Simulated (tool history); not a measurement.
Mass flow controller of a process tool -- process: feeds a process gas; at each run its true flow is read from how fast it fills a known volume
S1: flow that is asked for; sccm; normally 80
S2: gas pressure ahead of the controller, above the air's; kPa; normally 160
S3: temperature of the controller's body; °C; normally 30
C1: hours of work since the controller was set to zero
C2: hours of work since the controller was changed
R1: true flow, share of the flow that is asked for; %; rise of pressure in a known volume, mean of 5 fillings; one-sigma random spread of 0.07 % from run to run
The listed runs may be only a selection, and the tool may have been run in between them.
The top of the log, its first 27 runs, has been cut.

run,hour,S1,S2,S3,C1,C2,R1
28,1792.8,17,162,21,4333,4333,96.5
29,1871.5,17,162,21,4387,4387,96.54
30,1965.4,17,162,21,4451,4451,96.49
31,2022.5,17,162,21,4490,4490,96.45
32,2068.9,17,250,32,4521,4521,95.65
33,2141.5,13,279,36,4570,4570,95.98
34,2224.6,13,279,36,4627,4627,95.98
35,2278.1,13,279,36,4663,4663,95.98
36,2355,43,160,26,4716,4716,95.35
37,2393,49,180,30,4741,4741,95.14
38,2431.7,49,180,30,4768,4768,95.02
39,2517.5,80,160,32,4826,4826,95.2
40,2574.3,44,160,28,4865,4865,95.2

Expected results for the next run?
41,2624.1,80,160,33,4899,4899,?

R1: 94.97 %
Were there no unlogged condition in the tool, this run, its random variation unchanged, would have produced R1 98.47 %.
